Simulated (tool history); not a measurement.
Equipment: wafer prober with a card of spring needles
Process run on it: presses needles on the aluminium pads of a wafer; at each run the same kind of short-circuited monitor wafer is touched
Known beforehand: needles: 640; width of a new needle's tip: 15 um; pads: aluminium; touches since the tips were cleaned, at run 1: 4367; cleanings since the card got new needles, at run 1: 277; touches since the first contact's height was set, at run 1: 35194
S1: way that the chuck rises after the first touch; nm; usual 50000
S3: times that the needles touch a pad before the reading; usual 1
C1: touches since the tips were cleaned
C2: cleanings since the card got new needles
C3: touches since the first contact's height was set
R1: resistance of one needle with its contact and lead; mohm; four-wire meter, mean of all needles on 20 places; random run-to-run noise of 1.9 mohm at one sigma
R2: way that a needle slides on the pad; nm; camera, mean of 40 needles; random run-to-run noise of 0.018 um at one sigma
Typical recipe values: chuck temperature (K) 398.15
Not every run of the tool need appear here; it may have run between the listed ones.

run 1 day=0.000 | S1=50000 chuck_temperature_(K)=398.15 S3=1 | C1=4367 C2=277 C3=35194 | R1=284 R2=12320
-- day=0.221 tips cleaned on abrasive film
-- day=0.771 tips cleaned on abrasive film
-- day=1.321 tips cleaned on abrasive film
-- day=1.867 tips cleaned on abrasive film
-- day=2.308 tips cleaned on abrasive film
-- day=2.854 tips cleaned on abrasive film
run 2 day=2.988 | S1=50000 chuck_temperature_(K)=398.15 S3=1 | C1=2045 C2=283 C3=81766 | R1=279 R2=12190
-- day=3.317 tips cleaned on abrasive film
-- day=3.867 tips cleaned on abrasive film
-- day=4.412 tips cleaned on abrasive film
-- day=4.962 tips cleaned on abrasive film
-- day=5.404 tips cleaned on abrasive film
-- day=5.950 tips cleaned on abrasive film
-- day=6.392 tips cleaned on abrasive film
-- day=6.938 tips cleaned on abrasive film
-- day=7.171 height of the first contact set anew
run 3 day=7.296 | S1=47000 chuck_temperature_(K)=398.15 S3=1 | C1=5435 C2=291 C3=2010 | R1=340 R2=11610
-- day=7.408 tips cleaned on abrasive film
-- day=7.958 tips cleaned on abrasive film
-- day=8.508 tips cleaned on abrasive film
-- day=9.054 tips cleaned on abrasive film
run 4 day=9.250 | S1=47000 chuck_temperature_(K)=392.15 S3=1 | C1=3072 C2=295 C3=32483 | R1=323 R2=11590
-- day=9.583 tips cleaned on abrasive film
-- day=10.129 tips cleaned on abrasive film
-- day=10.679 tips cleaned on abrasive film
-- day=11.229 tips cleaned on abrasive film
-- day=11.775 tips cleaned on abrasive film
-- day=12.325 tips cleaned on abrasive film
-- day=12.875 tips cleaned on abrasive film
run 5 day=12.971 | S1=47000 chuck_temperature_(K)=392.15 S3=1 | C1=1545 C2=302 C3=90544 | R1=270 R2=11390
-- day=13.412 tips cleaned on abrasive film
-- day=13.962 tips cleaned on abrasive film
-- day=14.400 tips cleaned on abrasive film, once more
-- day=14.842 tips cleaned on abrasive film
-- day=15.388 tips cleaned on abrasive film
-- day=15.938 tips cleaned on abrasive film
-- day=16.375 tips cleaned on abrasive film
-- day=16.608 height of the first contact set anew
-- day=16.938 tips cleaned on abrasive film
run 6 day=17.233 | S1=47000 chuck_temperature_(K)=392.15 S3=1 | C1=4650 C2=310 C3=9788 | R1=338 R2=11620
-- day=17.454 tips cleaned on abrasive film
-- day=17.896 tips cleaned on abrasive film
-- day=18.333 tips cleaned on abrasive film
-- day=18.883 tips cleaned on abrasive film
-- day=19.433 tips cleaned on abrasive film
-- day=19.871 tips cleaned on abrasive film
run 7 day=20.083 | S1=52000 chuck_temperature_(K)=398.15 S3=1 | C1=3322 C2=316 C3=54212 | R1=286 R2=12740
-- day=20.412 tips cleaned on abrasive film
-- day=20.854 tips cleaned on abrasive film
-- day=21.400 tips cleaned on abrasive film
-- day=21.950 tips cleaned on abrasive film
-- day=22.392 tips cleaned on abrasive film
run 8 day=22.583 | S1=34000 chuck_temperature_(K)=398.15 S3=1 | C1=3019 C2=321 C3=93195 | R1=399 R2=8190
-- day=22.912 tips cleaned on abrasive film
-- day=23.354 tips cleaned on abrasive film
-- day=23.900 tips cleaned on abrasive film
-- day=24.450 tips cleaned on abrasive film
-- day=24.892 tips cleaned on abrasive film
-- day=25.338 tips cleaned on abrasive film
run 9 day=25.338 | S1=50000 chuck_temperature_(K)=398.15 S3=1 | C1=0 C2=327 C3=136109 | R1=219 R2=12020
-- day=25.883 tips cleaned on abrasive film
-- day=26.004 height of the first contact set anew
-- day=26.338 tips cleaned on abrasive film
-- day=26.883 tips cleaned on abrasive film
-- day=27.433 tips cleaned on abrasive film
-- day=27.871 tips cleaned on abrasive film
-- day=28.421 tips cleaned on abrasive film
run 10 day=28.612 | S1=50000 chuck_temperature_(K)=398.15 S3=1 | C1=2983 C2=333 C3=40660 | R1=297 R2=12310
-- day=28.942 tips cleaned on abrasive film
-- day=29.383 tips cleaned on abrasive film
-- day=29.821 tips cleaned on abrasive film
-- day=30.371 tips cleaned on abrasive film
-- day=30.917 tips cleaned on abrasive film
-- day=31.467 tips cleaned on abrasive film
run 11 day=31.850 | S1=50000 chuck_temperature_(K)=299.15 S3=1 | C1=5997 C2=339 C3=91184 | R1=346 R2=12160
-- day=31.962 tips cleaned on abrasive film
-- day=32.508 tips cleaned on abrasive film
-- day=33.058 tips cleaned on abrasive film
-- day=33.500 tips cleaned on abrasive film
-- day=34.046 tips cleaned on abrasive film
-- day=34.596 tips cleaned on abrasive film
run 12 day=34.971 | S1=50000 chuck_temperature_(K)=299.15 S3=1 | C1=5933 C2=345 C3=139932 | R1=360 R2=12050
-- day=35.088 tips cleaned on abrasive film
-- day=35.425 height of the first contact set anew
-- day=35.646 tips cleaned on abrasive film
-- day=36.196 tips cleaned on abrasive film
-- day=36.746 tips cleaned on abrasive film
-- day=37.292 tips cleaned on abrasive film
-- day=37.842 tips cleaned on abrasive film
run 13 day=38.171 | S1=40000 chuck_temperature_(K)=303.15 S3=2 | C1=5206 C2=351 C3=42883 | R1=346 R2=9810
-- day=38.283 tips cleaned on abrasive film
-- day=38.833 tips cleaned on abrasive film
-- day=39.383 tips cleaned on abrasive film
-- day=39.821 tips cleaned on abrasive film
-- day=40.371 tips cleaned on abrasive film
-- day=40.871 card fitted with new needles
-- day=41.308 tips cleaned on abrasive film
-- day=41.858 tips cleaned on abrasive film
run 14 day=41.967 | S1=60000 chuck_temperature_(K)=331.15 S3=2 | C1=1713 C2=2 C3=17126 | R1=199 R2=14850
-- day=42.300 tips cleaned on abrasive film
-- day=42.846 tips cleaned on abrasive film
-- day=43.288 tips cleaned on abrasive film
-- day=43.833 tips cleaned on abrasive film
-- day=44.383 tips cleaned on abrasive film
run 15 day=44.783 | S1=49000 chuck_temperature_(K)=308.15 S3=2 | C1=6291 C2=7 C3=61094 | R1=220 R2=12010
-- day=44.896 tips cleaned on abrasive film
-- day=45.338 tips cleaned on abrasive film
-- day=45.775 tips cleaned on abrasive film
-- day=46.325 tips cleaned on abrasive film
-- day=46.762 tips cleaned on abrasive film
-- day=47.312 tips cleaned on abrasive film
-- day=47.862 tips cleaned on abrasive film
-- day=48.329 tips cleaned on abrasive film
run 16 day=48.329 | S1=49000 chuck_temperature_(K)=308.15 S3=2 | C1=0 C2=15 C3=116326 | R1=188 R2=11850
-- day=48.879 tips cleaned on abrasive film
-- day=49.425 tips cleaned on abrasive film
-- day=49.975 tips cleaned on abrasive film
-- day=50.312 height of the first contact set anew
-- day=50.538 tips cleaned on abrasive film
-- day=50.975 tips cleaned on abrasive film
-- day=51.417 tips cleaned on abrasive film
-- day=51.962 tips cleaned on abrasive film
-- day=52.496 tips cleaned on abrasive film
run 17 day=52.496 | S1=50000 chuck_temperature_(K)=341.15 S3=1 | C1=0 C2=23 C3=33979 | R1=197 R2=12340
-- day=53.042 tips cleaned on abrasive film
-- day=53.483 tips cleaned on abrasive film
-- day=54.033 tips cleaned on abrasive film
-- day=54.579 tips cleaned on abrasive film
-- day=55.021 tips cleaned on abrasive film
run 18 day=55.125 | S1=36000 chuck_temperature_(K)=305.15 S3=1 | C1=1642 C2=28 C3=75010 | R1=232 R2=8750
-- day=55.562 tips cleaned on abrasive film
-- day=56.112 tips cleaned on abrasive film
-- day=56.662 tips cleaned on abrasive film
-- day=57.208 tips cleaned on abrasive film
-- day=57.758 tips cleaned on abrasive film
-- day=58.200 tips cleaned on abrasive film
-- day=58.671 tips cleaned on abrasive film
run 19 day=58.671 | S1=63000 chuck_temperature_(K)=396.15 S3=2 | C1=0 C2=35 C3=130346 | R1=197 R2=15270
-- day=59.221 tips cleaned on abrasive film
-- day=59.658 tips cleaned on abrasive film
-- day=59.671 height of the first contact set anew
-- day=60.221 tips cleaned on abrasive film
run 20 day=60.562 | S1=34000 chuck_temperature_(K)=300.15 S3=2 | C1=5371 C2=38 C3=13933 | R1=257 R2=8410
-- day=60.675 tips cleaned on abrasive film
-- day=61.225 tips cleaned on abrasive film
-- day=61.775 tips cleaned on abrasive film
-- day=62.321 tips cleaned on abrasive film
-- day=62.808 tips cleaned on abrasive film
run 21 day=62.808 | S1=50000 chuck_temperature_(K)=398.15 S3=2 | C1=0 C2=43 C3=48900 | R1=202 R2=12280
-- day=63.354 tips cleaned on abrasive film
-- day=63.904 tips cleaned on abrasive film
-- day=64.342 tips cleaned on abrasive film
-- day=64.892 tips cleaned on abrasive film
-- day=65.333 tips cleaned on abrasive film
run 22 day=65.621 | S1=54000 chuck_temperature_(K)=332.15 S3=1 | C1=4574 C2=48 C3=92862 | R1=230 R2=13210

Forecast run 23:
-- day=65.846 tips cleaned on abrasive film
-- day=66.392 tips cleaned on abrasive film
-- day=66.942 tips cleaned on abrasive film
-- day=67.383 tips cleaned on abrasive film
-- day=67.929 tips cleaned on abrasive film
-- day=68.479 tips cleaned on abrasive film
-- day=68.917 tips cleaned on abrasive film
-- day=69.038 height of the first contact set anew
-- day=69.400 tips cleaned on abrasive film
run 23 day=69.400 | S1=54000 chuck_temperature_(K)=332.15 S3=1 | C1=0 C2=56 C3=5604 | R1=? R2=?

{"run 23": {"R1": 190, "R2": 13400}}
If the tool had no hidden condition, the same run with the same run-to-run variation would have returned R1 184 mohm, R2 13410 nm.
